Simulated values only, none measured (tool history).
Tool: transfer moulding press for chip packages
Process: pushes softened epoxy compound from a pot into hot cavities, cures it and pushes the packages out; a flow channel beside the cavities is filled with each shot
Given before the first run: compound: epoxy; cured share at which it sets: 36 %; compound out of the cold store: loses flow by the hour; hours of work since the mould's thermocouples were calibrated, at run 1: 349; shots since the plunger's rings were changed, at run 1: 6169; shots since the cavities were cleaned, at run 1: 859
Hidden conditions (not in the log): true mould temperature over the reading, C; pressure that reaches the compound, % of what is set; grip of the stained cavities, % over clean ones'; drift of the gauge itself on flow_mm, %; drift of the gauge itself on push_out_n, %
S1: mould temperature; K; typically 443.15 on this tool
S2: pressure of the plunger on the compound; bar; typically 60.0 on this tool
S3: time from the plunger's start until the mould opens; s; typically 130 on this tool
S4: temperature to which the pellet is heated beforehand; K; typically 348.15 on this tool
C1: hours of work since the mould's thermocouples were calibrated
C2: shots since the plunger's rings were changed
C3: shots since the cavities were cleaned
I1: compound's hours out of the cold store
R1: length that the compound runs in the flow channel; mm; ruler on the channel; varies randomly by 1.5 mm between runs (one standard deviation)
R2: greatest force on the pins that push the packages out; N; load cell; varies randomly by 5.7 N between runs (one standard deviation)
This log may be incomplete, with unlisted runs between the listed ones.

run	hour	S1	S2	S3	S4	C1	C2	C3	I1	R1	R2
1	0.0	443.15	60.0	130	348.15	349	6169	859	21.0	471	469
2	11.2	443.15	60.0	130	346.15	354	6246	936	45.0	448	454
3	27.2	443.15	60.0	130	346.15	362	6355	1045	28.6	461	464
# hour 51.2: cavities cleaned with cleaning compound and waxed
4	51.2	443.15	60.0	130	346.15	372	6509	0	32.5	456	212
# hour 74.3: plunger's sealing rings changed
5	77.4	443.15	60.0	130	346.15	383	21	161	43.3	479	308
6	99.1	443.15	60.0	130	346.15	394	169	309	39.4	486	367
7	115.7	443.15	60.0	130	348.15	401	282	422	23.3	500	399
8	134.2	443.15	60.0	130	348.15	410	408	548	35.0	485	424
9	155.7	450.15	60.0	130	348.15	420	554	694	24.2	475	358
10	169.6	450.15	60.0	130	348.15	427	649	789	23.7	476	376
11	185.4	450.15	60.0	130	348.15	434	757	897	14.5	484	380
12	198.7	443.15	60.0	130	348.15	441	848	988	21.4	499	464
13	222.4	443.15	60.0	130	348.15	452	1009	1149	20.3	501	498
# hour 230.8: cavities cleaned with cleaning compound and waxed
14	247.9	443.15	60.0	130	348.15	463	1173	116	29.6	492	290
15	260.9	446.15	60.0	130	348.15	469	1261	204	43.9	464	282
16	275.5	446.15	60.0	130	348.15	476	1361	304	35.1	474	327
17	294.0	450.15	60.0	130	348.15	485	1487	430	32.3	462	313
18	315.5	442.15	58.9	134	342.15	495	1633	576	19.1	496	446
19	340.3	448.15	60.0	134	348.15	507	1803	746	18.4	481	372
20	357.0	439.15	74.3	168	348.15	514	1916	859	31.1	557	421
21	368.1	446.15	67.0	114	347.15	520	1993	936	14.0	522	511
22	390.0	446.15	67.0	114	347.15	530	2142	1085	12.2	518	479
# hour 408.3: cavities cleaned with cleaning compound and waxed
23	409.2	448.15	60.0	130	348.15	538	2262	6	39.2	459	185
# hour 413.8: mould's thermocouples calibrated
24	424.1	450.15	55.4	130	348.15	5	2350	94	12.3	457	225
25	440.6	436.15	55.4	133	356.15	13	2463	207	20.4	498	539

Consider 3 possible next runs. They are alternatives, not a sequence: every one starts from the tool as it was left by run 25. What does each give?
A	464.9	443.15	71.4	130	348.15	24	2628	372	27.8	?	?
B	464.9	436.15	70.2	130	339.15	24	2628	372	26.8	?	?
C	464.9	443.15	67.2	162	348.15	24	2628	372	15.9	?	?

run	R1	R2
A	526	379
B	550	652
C	521	313
Without the tool's hidden state the same runs would have given:
run	R1	R2
A	543	201
B	567	346
C	538	166

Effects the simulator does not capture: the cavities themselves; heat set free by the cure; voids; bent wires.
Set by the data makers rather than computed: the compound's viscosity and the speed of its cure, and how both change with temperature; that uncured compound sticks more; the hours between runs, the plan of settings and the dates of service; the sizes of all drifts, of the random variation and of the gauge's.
